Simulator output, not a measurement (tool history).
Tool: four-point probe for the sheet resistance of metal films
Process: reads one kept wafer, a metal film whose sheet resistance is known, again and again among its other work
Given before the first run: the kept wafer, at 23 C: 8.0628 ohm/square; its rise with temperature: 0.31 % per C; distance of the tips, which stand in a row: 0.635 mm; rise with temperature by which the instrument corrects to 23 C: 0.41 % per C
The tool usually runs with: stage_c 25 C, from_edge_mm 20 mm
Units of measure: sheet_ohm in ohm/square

Run 1, hour 0.0: usual settings. Result: sheet_ohm 8.090598 ohm/square.
Run 2, hour 78.4: usual settings but stage_c 30 C. Result: sheet_ohm 8.051140 ohm/square.
Run 3, hour 139.0: usual settings but stage_c 30 C. Result: sheet_ohm 8.051846 ohm/square.
Run 4, hour 227.0: usual settings but stage_c 30 C. Result: sheet_ohm 8.052777 ohm/square.
Run 5, hour 310.4: usual settings but from_edge_mm 21 mm. Result: sheet_ohm 8.094822 ohm/square.
Run 6, hour 399.5: usual settings. Result: sheet_ohm 8.094177 ohm/square.
Run 7, hour 460.5: usual settings but from_edge_mm 38 mm. Result: sheet_ohm 8.095050 ohm/square.
Run 8, hour 536.4: usual settings. Result: sheet_ohm 8.099131 ohm/square.
Run 9, hour 624.4: usual settings. Result: sheet_ohm 8.099016 ohm/square.
Run 10, hour 698.8: usual settings. Result: sheet_ohm 8.099336 ohm/square.
Run 11, hour 783.1: usual settings. Result: sheet_ohm 8.100218 ohm/square.
Run 12, hour 861.7: usual settings. Result: sheet_ohm 8.100194 ohm/square.
Run 13, hour 945.6: usual settings. Result: sheet_ohm 8.100934 ohm/square.
Run 14, hour 1036.2: usual settings but from_edge_mm 21 mm. Result: sheet_ohm 8.103841 ohm/square.
Run 15, hour 1117.8: usual settings but from_edge_mm 21 mm. Result: sheet_ohm 8.103988 ohm/square.
Run 16, hour 1183.3: usual settings but from_edge_mm 21 mm. Result: sheet_ohm 8.105188 ohm/square.
Run 17, hour 1272.8: usual settings but from_edge_mm 14 mm. Result: sheet_ohm 8.112628 ohm/square.
Run 18, hour 1331.9: usual settings but from_edge_mm 14 mm. Result: sheet_ohm 8.118525 ohm/square.
Run 19, hour 1388.9: usual settings. Result: sheet_ohm 8.110933 ohm/square.
Run 20, hour 1442.3: usual settings. Result: sheet_ohm 8.110489 ohm/square.
Run 21, hour 1549.0: usual settings but stage_c 33 C. Result: sheet_ohm 8.047321 ohm/square.
Run 22, hour 1667.8: usual settings. Result: sheet_ohm 8.114869 ohm/square.
Run 23, hour 1761.3: usual settings. Result: sheet_ohm 8.117235 ohm/square.
Run 24, hour 1824.9: usual settings but stage_c 20 C, from_edge_mm 11 mm. Result: sheet_ohm 8.170767 ohm/square.
Run 25, hour 1928.1: usual settings but from_edge_mm 29 mm. Result: sheet_ohm 8.113209 ohm/square.
Run 26, hour 2036.1: usual settings but from_edge_mm 21 mm. Result: sheet_ohm 8.120857 ohm/square.
Run 27, hour 2085.4: usual settings but from_edge_mm 21 mm. Result: sheet_ohm 8.118208 ohm/square.
Run 28, hour 2173.1: usual settings but stage_c 19 C. Result: sheet_ohm 8.174142 ohm/square.
Run 29, hour 2237.0: usual settings but stage_c 33 C, from_edge_mm 4 mm. Result: sheet_ohm 8.161944 ohm/square.
Run 30, hour 2342.2: usual settings but stage_c 33 C, from_edge_mm 4 mm. Result: sheet_ohm 8.163419 ohm/square.
Run 31, hour 2437.1: usual settings but stage_c 35 C, from_edge_mm 3 mm. Result: sheet_ohm 8.226736 ohm/square.
Run 32, hour 2525.5: usual settings but stage_c 21 C, from_edge_mm 3 mm. Result: sheet_ohm 8.345755 ohm/square.
Run 33, hour 2574.3: usual settings but from_edge_mm 42 mm. Result: sheet_ohm 8.125086 ohm/square.
Run 34, hour 2680.5: usual settings but from_edge_mm 45 mm. Result: sheet_ohm 8.125002 ohm/square.
Run 35, hour 2761.3: usual settings but stage_c 29 C, from_edge_mm 8 mm. Result: sheet_ohm 8.119750 ohm/square.
Run 36, hour 2845.3: usual settings but from_edge_mm 7 mm. Result: sheet_ohm 8.160773 ohm/square.
Run 37, hour 2930.9: usual settings but from_edge_mm 7 mm. Result: sheet_ohm 8.164529 ohm/square.
Run 38, hour 3013.1: usual settings but from_edge_mm 61 mm. Result: sheet_ohm 8.131866 ohm/square.
Run 39, hour 3102.2: usual settings but stage_c 30 C, from_edge_mm 9 mm. Result: sheet_ohm 8.112411 ohm/square.
Run 40, hour 3210.7: usual settings but stage_c 33 C, from_edge_mm 47 mm. Result: sheet_ohm 8.068742 ohm/square.
Run 41, hour 3317.2: usual settings but stage_c 21 C, from_edge_mm 60 mm. Result: sheet_ohm 8.170858 ohm/square.
Run 42, hour 3400.7: usual settings but stage_c 21 C, from_edge_mm 60 mm. Result: sheet_ohm 8.170561 ohm/square.
Run 43, hour 3476.3: usual settings but stage_c 22 C, from_edge_mm 27 mm. Result: sheet_ohm 8.164739 ohm/square.
Run 44, hour 3569.5: usual settings but stage_c 29 C, from_edge_mm 34 mm. Result: sheet_ohm 8.108662 ohm/square.

Predict each of these 5 candidate next runs independently; none follows another, all start after run 44:
Run A, hour 3679.7: usual settings but stage_c 31 C, from_edge_mm 46 mm. Result: sheet_ohm ?.
Run B, hour 3679.7: usual settings but stage_c 22 C, from_edge_mm 27 mm. Result: sheet_ohm ?.
Run C, hour 3679.7: usual settings but stage_c 22 C, from_edge_mm 56 mm. Result: sheet_ohm ?.
Run D, hour 3679.7: usual settings but stage_c 29 C, from_edge_mm 69 mm. Result: sheet_ohm ?.
Run E, hour 3679.7: usual settings but stage_c 26 C. Result: sheet_ohm ?.

run  sheet_ohm
  A   8.091010
  B   8.165630
  C   8.165662
  D   8.107953
  E   8.135796
Stripped of hidden state, with their random variation kept, the same runs would have yielded:
run  sheet_ohm
  A   7.998339
  B   8.071947
  C   8.071978
  D   8.015055
  E   8.042529
